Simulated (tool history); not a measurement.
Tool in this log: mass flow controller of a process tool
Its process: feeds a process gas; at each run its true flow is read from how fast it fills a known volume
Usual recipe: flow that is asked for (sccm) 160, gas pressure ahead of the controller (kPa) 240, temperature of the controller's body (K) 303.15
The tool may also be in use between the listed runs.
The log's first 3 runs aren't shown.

run,hour,flow that is asked for (sccm),gas pressure ahead of the controller (kPa),temperature of the controller's body (K),true flow (%)
4,210.5,160,240,303.15,99.29
5,305.4,160,240,303.15,99.32
6,405,160,165,303.15,99.24
7,485.7,160,165,303.15,99.26
8,589,160,165,303.15,99.12
9,662,59,240,303.15,98.88
10,755.8,160,240,303.15,99.32
11,806.8,160,240,303.15,99.36
12,873.4,160,261,303.15,99.16
13,975,160,240,303.15,99.32
14,1025.9,160,240,303.15,99.23
15,1110.7,160,240,303.15,99.27
16,1204.7,160,240,303.15,99.34
17,1286.8,160,240,303.15,99.39
18,1367.1,160,246,303.15,99.28
19,1451.9,160,240,303.15,99.33
20,1550.7,160,240,295.15,99.58
21,1600.3,107,159,296.15,99.14

Expected results for the next run?
22,1674.9,61,240,300.15,?

{"run 22": {"true flow (%)": 99.13}}
If the tool had no hidden condition, the same run with the same run-to-run variation would have returned true flow (%) 98.76.

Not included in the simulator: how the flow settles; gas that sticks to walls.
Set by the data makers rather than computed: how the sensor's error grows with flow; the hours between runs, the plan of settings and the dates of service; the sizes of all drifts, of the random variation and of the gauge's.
